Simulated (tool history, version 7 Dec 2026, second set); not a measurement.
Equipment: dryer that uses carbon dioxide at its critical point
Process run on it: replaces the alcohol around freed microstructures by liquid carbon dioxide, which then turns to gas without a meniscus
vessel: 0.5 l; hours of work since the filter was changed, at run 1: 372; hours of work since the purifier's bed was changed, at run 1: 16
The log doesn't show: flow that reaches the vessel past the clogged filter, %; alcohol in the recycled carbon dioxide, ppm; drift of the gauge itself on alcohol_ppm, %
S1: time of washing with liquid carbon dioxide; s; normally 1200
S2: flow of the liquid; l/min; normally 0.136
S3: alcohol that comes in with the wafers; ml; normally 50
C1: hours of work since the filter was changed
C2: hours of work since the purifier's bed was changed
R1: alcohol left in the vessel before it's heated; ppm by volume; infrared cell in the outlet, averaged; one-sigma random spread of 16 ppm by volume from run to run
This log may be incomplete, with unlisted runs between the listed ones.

run,hour,S1,S2,S3,C1,C2,R1
1,0,1200,0.136,50,372,16,1403
2,14,1200,0.136,50,381,25,1390
3,20.1,1200,0.136,50,385,29,1421
4,28.7,1200,0.136,50,391,35,1459
5,40.7,1200,0.136,50,399,43,1494
6,53.3,1560,0.136,50,407,51,412
7,60.2,1200,0.136,50,412,56,1470
8,66.3,1200,0.11,84,416,60,5551
9,80.3,1200,0.23,31,425,69,63
10,89.1,1200,0.136,96,431,75,2761
11,95,900,0.124,31,435,78,3492
12,105.3,900,0.124,31,442,85,3497
13,118.8,900,0.124,31,450,94,3481
14,126.8,900,0.124,31,456,99,3575

Predict each of these 4 candidate next runs independently; none follows another, all start after run 14:
A,141.1,1200,0.136,75,465,109,?
B,141.1,1080,0.124,97,465,109,?
C,141.1,1200,0.124,36,465,109,?
D,141.1,1020,0.124,110,465,109,?

run,R1
A,2273
B,6249
C,1651
D,8458
Without the tool's unlogged condition, the same runs would have read:
run,R1
A,1469
B,4390
C,1105
D,6066

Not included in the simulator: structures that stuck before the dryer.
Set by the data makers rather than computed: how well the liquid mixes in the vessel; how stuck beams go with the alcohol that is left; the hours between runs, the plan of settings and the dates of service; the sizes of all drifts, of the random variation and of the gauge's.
